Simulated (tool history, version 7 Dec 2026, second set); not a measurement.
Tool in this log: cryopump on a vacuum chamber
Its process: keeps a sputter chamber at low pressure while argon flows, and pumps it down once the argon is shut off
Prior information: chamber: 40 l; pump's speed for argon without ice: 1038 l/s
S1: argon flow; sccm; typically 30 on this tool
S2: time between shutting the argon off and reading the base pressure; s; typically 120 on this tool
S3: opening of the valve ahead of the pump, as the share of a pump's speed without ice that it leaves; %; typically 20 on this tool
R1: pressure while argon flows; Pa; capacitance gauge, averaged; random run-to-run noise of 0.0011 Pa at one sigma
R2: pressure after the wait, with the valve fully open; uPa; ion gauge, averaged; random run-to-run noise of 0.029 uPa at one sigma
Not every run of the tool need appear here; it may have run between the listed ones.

run	hour	S1	S2	S3	R1	R2
1	0.0	30	120	20	0.2602	3.15
2	36.7	30	162	20	0.2605	2.85
3	66.2	30	162	20	0.2626	2.97
4	92.9	48	120	20	0.4211	3.30
5	119.5	48	120	20	0.4271	3.33
6	152.4	48	120	20	0.4269	3.40
7	180.3	48	120	20	0.4257	3.52
8	225.3	48	120	20	0.4281	3.52
# hour 250.4: pump warmed up, emptied and cooled again
9	272.3	48	120	20	0.3937	2.82
10	301.2	48	120	20	0.3951	2.75
11	347.6	30	194	20	0.2477	2.48
12	382.9	20	194	20	0.1649	2.47
13	405.2	20	194	20	0.1659	2.44
14	439.1	49	194	20	0.4051	2.48
15	467.6	49	194	20	0.4067	2.63
16	489.5	49	194	20	0.4081	2.63
17	536.1	31	194	20	0.2604	2.67
18	559.6	39	299	33	0.2036	2.45
19	595.1	40	26	48	0.1488	7.13
20	614.6	12	181	32	0.0659	2.88
21	638.2	31	60	20	0.2634	4.29
22	676.8	38	40	29	0.2284	5.53
23	707.8	14	120	20	0.1190	3.41
24	731.4	13	144	20	0.1125	3.23

Consider 4 possible next runs. They are alternatives, not a sequence: every one starts from the tool as it was left by run 24. What does each give?
A	764.4	13	144	15	?	?
B	764.4	30	64	23	?	?
C	764.4	14	144	20	?	?
D	764.4	45	66	37	?	?

run	R1	R2
A	0.1469	3.21
B	0.2278	4.53
C	0.1219	3.29
D	0.2198	4.41
Take away the tool's hidden state, keep each run's random variation, and the runs would have read:
run	R1	R2
A	0.1404	1.20
B	0.2127	2.46
C	0.1148	1.23
D	0.1973	2.36

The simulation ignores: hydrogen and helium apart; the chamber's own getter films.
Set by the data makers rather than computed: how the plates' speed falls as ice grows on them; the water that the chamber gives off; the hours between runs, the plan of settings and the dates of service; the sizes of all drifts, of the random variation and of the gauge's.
